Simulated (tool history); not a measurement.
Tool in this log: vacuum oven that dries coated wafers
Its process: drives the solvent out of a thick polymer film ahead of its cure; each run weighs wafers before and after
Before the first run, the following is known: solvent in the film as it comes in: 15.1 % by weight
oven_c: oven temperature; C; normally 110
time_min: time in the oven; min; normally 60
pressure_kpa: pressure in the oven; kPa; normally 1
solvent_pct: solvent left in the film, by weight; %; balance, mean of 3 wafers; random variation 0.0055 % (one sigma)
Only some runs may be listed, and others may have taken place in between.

run 1 hour=0 | oven_c=110 time_min=60 pressure_kpa=1 | solvent_pct=1.134
run 2 hour=73.1 | oven_c=110 time_min=60 pressure_kpa=1.49 | solvent_pct=1.249
run 3 hour=144.8 | oven_c=110 time_min=53 pressure_kpa=1.49 | solvent_pct=1.538
run 4 hour=212.8 | oven_c=110 time_min=53 pressure_kpa=1.49 | solvent_pct=1.511
run 5 hour=294.6 | oven_c=104 time_min=53 pressure_kpa=1.49 | solvent_pct=2.511
run 6 hour=376.4 | oven_c=104 time_min=53 pressure_kpa=1.49 | solvent_pct=2.489
run 7 hour=459.1 | oven_c=104 time_min=53 pressure_kpa=1.49 | solvent_pct=2.479
run 8 hour=527 | oven_c=104 time_min=53 pressure_kpa=1.49 | solvent_pct=2.477
run 9 hour=605.6 | oven_c=104 time_min=53 pressure_kpa=1.49 | solvent_pct=2.461
run 10 hour=700.3 | oven_c=104 time_min=53 pressure_kpa=1.49 | solvent_pct=2.443
run 11 hour=789.5 | oven_c=104 time_min=38 pressure_kpa=0.54 | solvent_pct=3.246
run 12 hour=833.4 | oven_c=119 time_min=59 pressure_kpa=0.86 | solvent_pct=0.363
run 13 hour=926.7 | oven_c=119 time_min=59 pressure_kpa=0.86 | solvent_pct=0.367
run 14 hour=976.1 | oven_c=110 time_min=60 pressure_kpa=0.75 | solvent_pct=1.006
run 15 hour=1071.4 | oven_c=97 time_min=80 pressure_kpa=2.56 | solvent_pct=2.916
run 16 hour=1159.3 | oven_c=119 time_min=60 pressure_kpa=3.19 | solvent_pct=0.829
run 17 hour=1250.8 | oven_c=116 time_min=60 pressure_kpa=0.63 | solvent_pct=0.449
run 18 hour=1304.7 | oven_c=104 time_min=41 pressure_kpa=3.42 | solvent_pct=3.971
run 19 hour=1372.4 | oven_c=104 time_min=41 pressure_kpa=3.42 | solvent_pct=3.93
run 20 hour=1465.1 | oven_c=100 time_min=69 pressure_kpa=0.96 | solvent_pct=2.145

Not shown here: 2 entries made in the log between runs. Locate each between two listed runs and compare the hidden state at the listed run before it with the hidden state at the listed run after it:
Logged between run 10 and run 11: vacuum gauge cleaned of residue and calibrated (hour 771.5)
  true wafer temperature over the reading, C: 1.15 -> 1.28; true pressure over the reading, kPa: 0.581 -> -0.003
  measured minus no-state result, solvent_pct: -0.055 -> -0.288 %
Logged between run 11 and run 12: oven's thermocouples calibrated (hour 799.8)
  true wafer temperature over the reading, C: 1.28 -> -0.3; true pressure over the reading, kPa: -0.003 -> 0.007
  measured minus no-state result, solvent_pct: -0.288 -> +0.014 %

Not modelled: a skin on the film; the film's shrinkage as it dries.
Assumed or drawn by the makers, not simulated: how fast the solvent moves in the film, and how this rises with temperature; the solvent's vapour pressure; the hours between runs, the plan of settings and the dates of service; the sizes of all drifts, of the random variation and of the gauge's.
